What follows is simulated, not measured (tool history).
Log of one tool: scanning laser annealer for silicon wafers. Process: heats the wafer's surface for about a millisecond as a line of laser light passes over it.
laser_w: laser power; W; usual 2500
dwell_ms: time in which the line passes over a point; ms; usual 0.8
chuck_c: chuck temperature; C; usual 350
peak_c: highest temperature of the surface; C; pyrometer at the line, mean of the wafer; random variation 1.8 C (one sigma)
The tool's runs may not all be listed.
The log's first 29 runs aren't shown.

run,day,laser_w,dwell_ms,chuck_c,hours of work since the window was cleaned,hours of work since the power meter was calibrated,hours of work since the optics were aligned,peak_c
30,14.438,2500,0.6,337,143,12,852,943
31,14.812,2524,0.835,382,147,17,856,1102
32,15.121,2176,0.571,368,151,20,860,879
33,15.546,2332,0.676,350,156,25,865,945
34,16.192,2332,0.676,350,163,33,872,944
35,16.854,2332,0.676,350,171,41,880,947
36,17.383,2516,0.642,322,177,47,886,951
37,17.696,2162,0.624,323,181,51,890,848
38,18.371,2416,0.8,350,189,58,898,1020
39,18.675,2256,0.967,350,192,62,901,1032
40,19.029,2401,0.633,361,196,66,905,953
41,19.325,2507,0.776,350,200,70,909,1035

Forecast each of these 4 alternatives for the next run:
A,19.875,2507,0.881,340,206,76,915,?
B,19.875,2339,0.776,353,206,76,915,?
C,19.875,2747,0.607,350,206,76,915,?
D,19.875,2196,0.775,388,206,76,915,?

run,peak_c
A,1070
B,989
C,1021
D,980
Without the tool's hidden state the same runs would have given:
run,peak_c
A,1089
B,1006
C,1039
D,995
